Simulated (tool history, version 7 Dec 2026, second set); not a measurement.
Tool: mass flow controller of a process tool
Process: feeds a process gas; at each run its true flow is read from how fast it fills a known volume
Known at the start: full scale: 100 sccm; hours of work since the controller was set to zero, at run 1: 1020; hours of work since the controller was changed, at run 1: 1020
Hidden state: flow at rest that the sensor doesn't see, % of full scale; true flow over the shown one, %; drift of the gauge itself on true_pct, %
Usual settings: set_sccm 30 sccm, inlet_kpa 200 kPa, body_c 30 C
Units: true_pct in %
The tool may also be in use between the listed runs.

run    hour  set_sccm  inlet_kpa  body_c  hours of work since the controller was set to zero  hours of work since the controller was changed  true_pct
  1     0.0        30        200      30                                                1020                                            1020     98.95
  2   194.9        30        200      29                                                1143                                            1143     98.92
  3   390.0        30        200      27                                                1265                                            1265     98.92
  4   576.1        30        200      27                                                1382                                            1382     98.90
  5   735.0        30        200      30                                                1482                                            1482     99.22
  6   900.5        30        200      30                                                1586                                            1586     99.29
  7  1070.1        30        200      30                                                1693                                            1693     99.17
  8  1244.2        30        200      30                                                1802                                            1802     99.41
  9  1397.5        30        200      30                                                1898                                            1898     99.43
 10  1517.9        30        200      30                                                1974                                            1974     99.51
 11  1675.4        30        181      30                                                2073                                            2073     99.39
 12  1778.2        30        181      30                                                2138                                            2138     99.53
 13  1892.9        25        150      30                                                2210                                            2210     99.46
 14  2051.4        15        140      32                                                2309                                            2309    100.45
 15  2195.1        20        140      27                                                2400                                            2400     99.68
 16  2287.6        34        194      30                                                2458                                            2458     99.90
 17  2448.1        34        194      30                                                2559                                            2559     99.80
 18  2547.8        24        141      30                                                2621                                            2621     99.88
 19  2676.1        24        141      30                                                2702                                            2702     99.87
 20  2875.7        21        246      23                                                2827                                            2827    100.19
 21  2997.4        21        246      23                                                2904                                            2904    100.15
 22  3114.4        21        246      23                                                2977                                            2977    100.25
 23  3278.8        21        246      23                                                3081                                            3081    100.25

3 ways to go on from here, each from the tool as it stands after run 23. What would each give?
  A  3375.3        78        191      34                                                3141                                            3141         ?
  B  3375.3        20        247      30                                                3141                                            3141         ?
  C  3375.3        85        165      30                                                3141                                            3141         ?

run  true_pct
  A    100.98
  B    100.78
  C    100.70
Without the tool's hidden state the same runs would have given:
run  true_pct
  A     99.86
  B     98.00
  C     99.63
